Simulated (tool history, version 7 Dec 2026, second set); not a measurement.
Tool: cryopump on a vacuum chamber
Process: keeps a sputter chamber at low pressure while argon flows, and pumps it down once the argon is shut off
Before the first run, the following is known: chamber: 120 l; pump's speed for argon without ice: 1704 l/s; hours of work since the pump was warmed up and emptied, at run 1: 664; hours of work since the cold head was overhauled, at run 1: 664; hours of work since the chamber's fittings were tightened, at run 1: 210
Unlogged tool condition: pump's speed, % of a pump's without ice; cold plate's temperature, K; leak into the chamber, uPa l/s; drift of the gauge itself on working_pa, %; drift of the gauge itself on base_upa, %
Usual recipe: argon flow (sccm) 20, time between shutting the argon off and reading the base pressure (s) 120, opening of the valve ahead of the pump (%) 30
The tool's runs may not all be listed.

run    hour  argon flow (sccm)  time between shutting the argon off and reading the base pressure (s)  opening of the valve ahead of the pump (%)  hours of work since the pump was warmed up and emptied  hours of work since the cold head was overhauled  hours of work since the chamber's fittings were tightened  pressure while argon flows (Pa)  pressure after the wait (uPa)
  1     0.0                 20                                                                    120                                          30                                                     664                                               664                                                        210                           0.0720                           1.06
  2    39.6                 20                                                                    120                                          30                                                     693                                               693                                                        239                           0.0718                           1.11
  3    70.4                 20                                                                    120                                          30                                                     715                                               715                                                        262                           0.0726                           1.12
       84.7  -- pump warmed up, emptied and cooled again
  4   114.7                 25                                                                    120                                          30                                                      22                                               744                                                        291                           0.0827                           1.01
  5   169.9                 20                                                                    120                                          30                                                      63                                               785                                                        331                           0.0673                           1.09
  6   213.8                 20                                                                    120                                          30                                                      95                                               817                                                        364                           0.0679                           1.09
  7   247.4                 20                                                                    120                                          30                                                     120                                               842                                                        389                           0.0669                           1.15
  8   304.9                 20                                                                    120                                          30                                                     162                                               884                                                        431                           0.0681                           1.27
  9   343.5                 20                                                                    120                                          30                                                     191                                               913                                                        459                           0.0672                           1.20
 10   385.8                 20                                                                    120                                          30                                                     222                                               944                                                        490                           0.0679                           1.25
 11   426.0                 20                                                                    258                                          30                                                     251                                               973                                                        520                           0.0683                           1.07
 12   453.1                 20                                                                    258                                          30                                                     271                                               994                                                        540                           0.0688                           1.13
 13   502.2                 20                                                                    120                                          30                                                     307                                              1030                                                        576                           0.0681                           1.42
 14   551.4                 20                                                                    120                                          30                                                     344                                              1066                                                        612                           0.0686                           1.47
 15   575.7                 20                                                                    132                                          30                                                     362                                              1084                                                        630                           0.0692                           1.49
 16   624.2                 20                                                                    132                                          30                                                     397                                              1119                                                        666                           0.0697                           1.47
 17   655.3                 20                                                                    132                                          30                                                     420                                              1142                                                        689                           0.0693                           1.54
 18   701.3                  9                                                                     39                                          28                                                     454                                              1176                                                        723                           0.0331                           2.73
 19   736.5                 11                                                                     44                                          30                                                     480                                              1202                                                        749                           0.0391                           2.42
 20   764.2                 13                                                                    214                                          30                                                     500                                              1223                                                        769                           0.0453                           1.56
 21   790.5                  9                                                                     94                                          26                                                     520                                              1242                                                        788                           0.0357                           1.89
 22   829.4                 20                                                                    169                                          45                                                     548                                              1271                                                        817                           0.0489                           1.62
 23   887.5                 21                                                                    120                                          56                                                     591                                              1313                                                        860                           0.0424                           1.80
 24   938.4                 21                                                                    120                                          56                                                     629                                              1351                                                        897                           0.0432                           2.00
 25   988.5                 21                                                                    120                                          56                                                     665                                              1388                                                        934                           0.0428                           2.08
 26  1031.9                 17                                                                     33                                          33                                                     697                                              1420                                                        966                           0.0564                           3.32
     1070.7  -- pump warmed up, emptied and cooled again
 27  1092.5                 14                                                                     72                                          19                                                      16                                              1461                                                       1007                           0.0743                           2.10
 28  1130.8                 14                                                                     27                                          40                                                      44                                              1489                                                       1035                           0.0342                           3.47
 29  1169.6                 14                                                                     27                                          40                                                      73                                              1517                                                       1064                           0.0346                           3.51
 30  1216.1                 14                                                                     27                                          40                                                     107                                              1552                                                       1098                           0.0358                           3.59
 31  1259.2                 11                                                                     84                                          17                                                     139                                              1583                                                       1130                           0.0643                           2.18
 32  1297.5                 19                                                                     62                                          42                                                     167                                              1612                                                       1158                           0.0456                           2.44
 33  1323.7                 19                                                                    213                                          42                                                     186                                              1631                                                       1177                           0.0466                           1.82
 34  1354.5                 19                                                                    213                                          42                                                     209                                              1653                                                       1200                           0.0467                           1.87

Forecast each of these 4 alternatives for the next run:
  A  1407.4                 20                                                                    132                                          28                                                     248                                              1692                                                       1239                                ?                              ?
  B  1407.4                 26                                                                    120                                          53                                                     248                                              1692                                                       1239                                ?                              ?
  C  1407.4                 12                                                                    120                                          30                                                     248                                              1692                                                       1239                                ?                              ?
  D  1407.4                 26                                                                     66                                          30                                                     248                                              1692                                                       1239                                ?                              ?

run  pressure while argon flows (Pa)  pressure after the wait (uPa)
  A                           0.0726                           2.07
  B                           0.0509                           2.09
  C                           0.0403                           2.15
  D                           0.0887                           2.55
With the hidden condition removed and each run's random variation left untouched, the same runs would have given:
run  pressure while argon flows (Pa)  pressure after the wait (uPa)
  A                           0.0706                           0.59
  B                           0.0482                           0.60
  C                           0.0391                           0.65
  D                           0.0860                           1.07
